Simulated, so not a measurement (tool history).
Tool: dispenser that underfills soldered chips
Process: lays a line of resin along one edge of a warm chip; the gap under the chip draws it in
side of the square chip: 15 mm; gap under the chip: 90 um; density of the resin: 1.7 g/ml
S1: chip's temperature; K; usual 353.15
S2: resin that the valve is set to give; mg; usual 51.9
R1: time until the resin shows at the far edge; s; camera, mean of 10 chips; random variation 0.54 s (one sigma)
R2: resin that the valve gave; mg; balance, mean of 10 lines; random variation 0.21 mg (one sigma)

run	hour	S1	S2	R1	R2
1	0	353.15	51.9	93.1	50.81
2	8	350.15	51.9	74	50.75
3	17	350.15	51.9	56.1	50.74
4	32.7	350.15	51.9	62.5	50.81
5	49.9	350.15	51.9	71.6	50.17
6	65.6	353.15	51.9	68.8	49.99
7	82.6	353.15	48	81.8	45.33
8	97.8	353.15	51.9	86.2	48.42
9	115.8	353.15	51.9	46.3	48.42
10	128.7	353.15	51.9	93.5	51.49
11	142.1	353.15	55.5	83.4	54.89
12	152.5	353.15	51.9	69.2	51.3
13	165.6	353.15	51.9	65.8	50.41
14	178	353.15	51.9	59.5	50.17
15	194.4	353.15	51.9	64.1	49.59
16	212.1	353.15	51.9	77.2	49.27
17	219.5	353.15	51.9	54.3	49.14
18	231.1	353.15	51.9	46.5	49
19	248.6	353.15	59.3	53.6	55.21
20	258.8	353.15	63.3	43.2	58.48
21	271.8	346.15	49.6	120.8	49.62
22	286.3	352.15	48.3	93.8	48.1
23	300.3	360.15	62.5	65.9	61.46
24	309.8	353.15	58.1	68.4	57.17
25	321.6	353.15	58.1	58.9	56.59
26	330.6	350.15	51	51.4	49.7
27	338.8	350.15	56.3	81.3	54.65
28	350.1	340.15	65.1	104.1	62.87
29	361.9	340.15	65.1	88.9	62.06
30	371.2	340.15	53.4	159.6	50.71
31	378.9	340.15	53.4	106.4	50.43
32	395.9	368.15	56.2	37.7	52.86
33	408.4	368.15	56.2	33.8	52.7
34	424.6	350.15	54.5	76.7	54.24
35	435.5	348.15	49.7	72	49.13

Taken out of this log: 34 entries between the listed runs. Where each belongs, and how the hidden state differs across it:
Between runs 1 and 2: new syringe of resin (hour 1.3)
  resin's viscosity, % of fresh resin's: 212.2 -> 147.9; dose that the valve gives, % of what is set: 98.73 -> 98.32; true chip temperature over the reading, C: 0.52 -> 0.55
  measured less the result without the state, R1: +48.3 -> +22.8 s; R2: -0.65 -> -0.87 mg
Between runs 2 and 3: new syringe of resin (hour 15)
  resin's viscosity, % of fresh resin's: 147.9 -> 110.7; dose that the valve gives, % of what is set: 98.32 -> 97.91; true chip temperature over the reading, C: 0.55 -> 0.58
  measured less the result without the state, R1: +22.8 -> +4.3 s; R2: -0.87 -> -1.09 mg
Between runs 3 and 4: new syringe of resin (hour 29.3)
  resin's viscosity, % of fresh resin's: 110.7 -> 122.8; dose that the valve gives, % of what is set: 97.91 -> 97.13; true chip temperature over the reading, C: 0.58 -> 0.64
  measured less the result without the state, R1: +4.3 -> +10.5 s; R2: -1.09 -> -1.5 mg
Between runs 4 and 5: new syringe of resin (hour 43.6)
  resin's viscosity, % of fresh resin's: 122.8 -> 143.7; dose that the valve gives, % of what is set: 97.13 -> 96.3; true chip temperature over the reading, C: 0.64 -> 0.7
  measured less the result without the state, R1: +10.5 -> +20.6 s; R2: -1.5 -> -1.92 mg
Between runs 5 and 6: new syringe of resin (hour 58.3)
  resin's viscosity, % of fresh resin's: 143.7 -> 156.6; dose that the valve gives, % of what is set: 96.3 -> 95.53; true chip temperature over the reading, C: 0.7 -> 0.75
  measured less the result without the state, R1: +20.6 -> +23.8 s; R2: -1.92 -> -2.34 mg
Between runs 6 and 7: new syringe of resin (hour 72.4)
  resin's viscosity, % of fresh resin's: 156.6 -> 181.7; dose that the valve gives, % of what is set: 95.53 -> 94.67; true chip temperature over the reading, C: 0.75 -> 0.81
  measured less the result without the state, R1: +23.8 -> +35.6 s; R2: -2.34 -> -2.55 mg
Between runs 7 and 8: new syringe of resin (hour 86.4)
  resin's viscosity, % of fresh resin's: 181.7 -> 194.3; dose that the valve gives, % of what is set: 94.67 -> 93.87; true chip temperature over the reading, C: 0.81 -> 0.86
  measured less the result without the state, R1: +35.6 -> +40.6 s; R2: -2.55 -> -3.16 mg
Between runs 8 and 9: new syringe of resin (hour 100.4); new syringe of resin (hour 115)
  resin's viscosity, % of fresh resin's: 194.3 -> 106; dose that the valve gives, % of what is set: 93.87 -> 92.98; true chip temperature over the reading, C: 0.86 -> 0.93
  measured less the result without the state, R1: +40.6 -> +1.4 s; R2: -3.16 -> -3.65 mg
Between runs 9 and 10: dispensing valve cleaned and set on the balance (hour 118.2)
  resin's viscosity, % of fresh resin's: 106 -> 213.3; dose that the valve gives, % of what is set: 92.98 -> 99.3; true chip temperature over the reading, C: 0.93 -> 0.97
  measured less the result without the state, R1: +1.4 -> +48 s; R2: -3.65 -> -0.37 mg
Between runs 10 and 11: new syringe of resin (hour 130.5)
  resin's viscosity, % of fresh resin's: 213.3 -> 197; dose that the valve gives, % of what is set: 99.3 -> 98.64; true chip temperature over the reading, C: 0.97 -> 1.01
  measured less the result without the state, R1: +48 -> +39.1 s; R2: -0.37 -> -0.76 mg
Between runs 11 and 12: new syringe of resin (hour 144.7)
  resin's viscosity, % of fresh resin's: 197 -> 159.8; dose that the valve gives, % of what is set: 98.64 -> 98.14; true chip temperature over the reading, C: 1.01 -> 1.05
  measured less the result without the state, R1: +39.1 -> +24.1 s; R2: -0.76 -> -0.98 mg
Between runs 12 and 13: new syringe of resin (hour 158.5)
  resin's viscosity, % of fresh resin's: 159.8 -> 150.9; dose that the valve gives, % of what is set: 98.14 -> 97.43; true chip temperature over the reading, C: 1.05 -> 1.09
  measured less the result without the state, R1: +24.1 -> +20.2 s; R2: -0.98 -> -1.33 mg
Between runs 13 and 14: new syringe of resin (hour 172.7)
  resin's viscosity, % of fresh resin's: 150.9 -> 136.4; dose that the valve gives, % of what is set: 97.43 -> 96.84; true chip temperature over the reading, C: 1.09 -> 1.13
  measured less the result without the state, R1: +20.2 -> +13.8 s; R2: -1.33 -> -1.64 mg
Between runs 14 and 15: new syringe of resin (hour 187.6)
  resin's viscosity, % of fresh resin's: 136.4 -> 149; dose that the valve gives, % of what is set: 96.84 -> 96.02; true chip temperature over the reading, C: 1.13 -> 1.19
  measured less the result without the state, R1: +13.8 -> +19 s; R2: -1.64 -> -2.06 mg
Between runs 15 and 16: new syringe of resin (hour 201.8)
  resin's viscosity, % of fresh resin's: 149 -> 180.8; dose that the valve gives, % of what is set: 96.02 -> 95.15; true chip temperature over the reading, C: 1.19 -> 1.25
  measured less the result without the state, R1: +19 -> +32.6 s; R2: -2.06 -> -2.51 mg
Between runs 16 and 17: new syringe of resin (hour 215.7)
  resin's viscosity, % of fresh resin's: 180.8 -> 126.4; dose that the valve gives, % of what is set: 95.15 -> 94.76; true chip temperature over the reading, C: 1.25 -> 1.28
  measured less the result without the state, R1: +32.6 -> +9.3 s; R2: -2.51 -> -2.71 mg
Between runs 17 and 18: new syringe of resin (hour 229.8)
  resin's viscosity, % of fresh resin's: 126.4 -> 108.9; dose that the valve gives, % of what is set: 94.76 -> 94.15; true chip temperature over the reading, C: 1.28 -> 1.32
  measured less the result without the state, R1: +9.3 -> +1.8 s; R2: -2.71 -> -3.04 mg
Between runs 18 and 19: new syringe of resin (hour 244.3)
  resin's viscosity, % of fresh resin's: 108.9 -> 128.2; dose that the valve gives, % of what is set: 94.15 -> 93.29; true chip temperature over the reading, C: 1.32 -> 1.38
  measured less the result without the state, R1: +1.8 -> +9.5 s; R2: -3.04 -> -3.97 mg
Between runs 19 and 20: new syringe of resin (hour 258.3)
  resin's viscosity, % of fresh resin's: 128.2 -> 103.1; dose that the valve gives, % of what is set: 93.29 -> 92.83; true chip temperature over the reading, C: 1.38 -> 1.42
  measured less the result without the state, R1: +9.5 -> -1.1 s; R2: -3.97 -> -4.52 mg
Between runs 20 and 21: dispensing valve cleaned and set on the balance (hour 266.5)
  resin's viscosity, % of fresh resin's: 103.1 -> 209.1; dose that the valve gives, % of what is set: 92.83 -> 99.94; true chip temperature over the reading, C: 1.42 -> 1.46
  measured less the result without the state, R1: -1.1 -> +59.4 s; R2: -4.52 -> -0.03 mg
Between runs 21 and 22: new syringe of resin (hour 273.6)
  resin's viscosity, % of fresh resin's: 209.1 -> 212.1; dose that the valve gives, % of what is set: 99.94 -> 99.16; true chip temperature over the reading, C: 1.46 -> 1.51
  measured less the result without the state, R1: +59.4 -> +46.9 s; R2: -0.03 -> -0.41 mg
Between runs 22 and 23: new syringe of resin (hour 287.7)
  resin's viscosity, % of fresh resin's: 212.1 -> 210.3; dose that the valve gives, % of what is set: 99.16 -> 98.49; true chip temperature over the reading, C: 1.51 -> 1.56
  measured less the result without the state, R1: +46.9 -> +32.4 s; R2: -0.41 -> -0.94 mg
Between runs 23 and 24: new syringe of resin (hour 301.4)
  resin's viscosity, % of fresh resin's: 210.3 -> 165.6; dose that the valve gives, % of what is set: 98.49 -> 98.04; true chip temperature over the reading, C: 1.56 -> 1.59
  measured less the result without the state, R1: +32.4 -> +24.2 s; R2: -0.94 -> -1.14 mg
Between runs 24 and 25: new syringe of resin (hour 315.4)
  resin's viscosity, % of fresh resin's: 165.6 -> 142.9; dose that the valve gives, % of what is set: 98.04 -> 97.45; true chip temperature over the reading, C: 1.59 -> 1.63
  measured less the result without the state, R1: +24.2 -> +14.8 s; R2: -1.14 -> -1.49 mg
Between runs 25 and 26: new syringe of resin (hour 329.8)
  resin's viscosity, % of fresh resin's: 142.9 -> 105.4; dose that the valve gives, % of what is set: 97.45 -> 97; true chip temperature over the reading, C: 1.63 -> 1.67
  measured less the result without the state, R1: +14.8 -> -0.7 s; R2: -1.49 -> -1.54 mg
Between runs 27 and 28: new syringe of resin (hour 344)
  resin's viscosity, % of fresh resin's: 170.9 -> 143.7; dose that the valve gives, % of what is set: 96.56 -> 96.02; true chip temperature over the reading, C: 1.7 -> 1.74
  measured less the result without the state, R1: +30.2 -> +25.9 s; R2: -1.95 -> -2.61 mg
Between runs 28 and 29: new syringe of resin (hour 358.1)
  resin's viscosity, % of fresh resin's: 143.7 -> 125.8; dose that the valve gives, % of what is set: 96.02 -> 95.37; true chip temperature over the reading, C: 1.74 -> 1.78
  measured less the result without the state, R1: +25.9 -> +12.5 s; R2: -2.61 -> -3.01 mg
Between runs 30 and 31: new syringe of resin (hour 372.9)
  resin's viscosity, % of fresh resin's: 217.5 -> 141.9; dose that the valve gives, % of what is set: 94.9 -> 94.5; true chip temperature over the reading, C: 1.82 -> 1.84
  measured less the result without the state, R1: +80.5 -> +25.5 s; R2: -2.72 -> -2.93 mg
Between runs 31 and 32: new syringe of resin (hour 387.1)
  resin's viscosity, % of fresh resin's: 141.9 -> 168.5; dose that the valve gives, % of what is set: 94.5 -> 93.7; true chip temperature over the reading, C: 1.84 -> 1.9
  measured less the result without the state, R1: +25.5 -> +13.9 s; R2: -2.93 -> -3.56 mg
Between runs 32 and 33: new syringe of resin (hour 401.3)
  resin's viscosity, % of fresh resin's: 168.5 -> 148.9; dose that the valve gives, % of what is set: 93.7 -> 93.1; true chip temperature over the reading, C: 1.9 -> 1.95
  measured less the result without the state, R1: +13.9 -> +9.7 s; R2: -3.56 -> -3.9 mg
Between runs 33 and 34: dispensing valve cleaned and set on the balance (hour 414.2); new syringe of resin (hour 416.1)
  resin's viscosity, % of fresh resin's: 148.9 -> 164.8; dose that the valve gives, % of what is set: 93.1 -> 99.5; true chip temperature over the reading, C: 1.95 -> 2
  measured less the result without the state, R1: +9.7 -> +26 s; R2: -3.9 -> -0.27 mg
Between runs 34 and 35: new syringe of resin (hour 429.7)
  resin's viscosity, % of fresh resin's: 164.8 -> 139.4; dose that the valve gives, % of what is set: 99.5 -> 98.94; true chip temperature over the reading, C: 2 -> 2.04
  measured less the result without the state, R1: +26 -> +15.6 s; R2: -0.27 -> -0.53 mg
